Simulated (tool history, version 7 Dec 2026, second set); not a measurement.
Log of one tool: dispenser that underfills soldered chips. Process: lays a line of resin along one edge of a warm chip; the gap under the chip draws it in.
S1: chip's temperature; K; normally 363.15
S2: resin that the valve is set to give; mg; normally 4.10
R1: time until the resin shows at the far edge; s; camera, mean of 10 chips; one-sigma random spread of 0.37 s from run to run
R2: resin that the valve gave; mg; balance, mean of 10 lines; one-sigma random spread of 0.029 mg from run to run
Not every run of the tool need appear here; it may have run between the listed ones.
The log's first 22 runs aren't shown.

run   hour      S1    S2    R1    R2
      92.9  -- new syringe of resin
 23   94.2  348.15  3.64  42.1  3.55
 24   98.6  363.15  4.60  28.8  4.51
 25  100.9  373.15  4.93  23.9  4.80
     102.7  -- new syringe of resin
 26  106.2  373.15  4.93  19.4  4.80
 27  109.0  356.15  3.66  41.3  3.60
 28  111.3  356.15  3.66  45.5  3.61
     112.3  -- new syringe of resin
 29  114.9  362.15  4.10  26.8  3.98
 30  118.5  359.15  4.68  34.5  4.59
     122.2  -- new syringe of resin
 31  123.9  363.15  4.68  24.3  4.56
 32  126.8  363.15  4.68  27.0  4.49
     131.9  -- new syringe of resin
 33  132.2  364.15  5.11  21.1  4.95
 34  134.4  364.15  5.11  23.7  4.98
 35  139.7  368.15  3.54  29.7  3.39
     141.7  -- new syringe of resin
 36  143.3  368.15  3.54  22.1  3.43

3 options for the next run, each taken on its own from the tool as it stands now. Forecast them:
  A  147.6  365.15  3.73   ?   ?
  B  147.6  355.15  4.13   ?   ?
  C  147.6  371.15  4.19   ?   ?

run    R1    R2
  A  30.7  3.58
  B  40.4  3.99
  C  24.1  4.00
With no hidden state in the tool, these same runs would have given:
run    R1    R2
  A  21.9  3.72
  B  29.0  4.14
  C  17.4  4.15
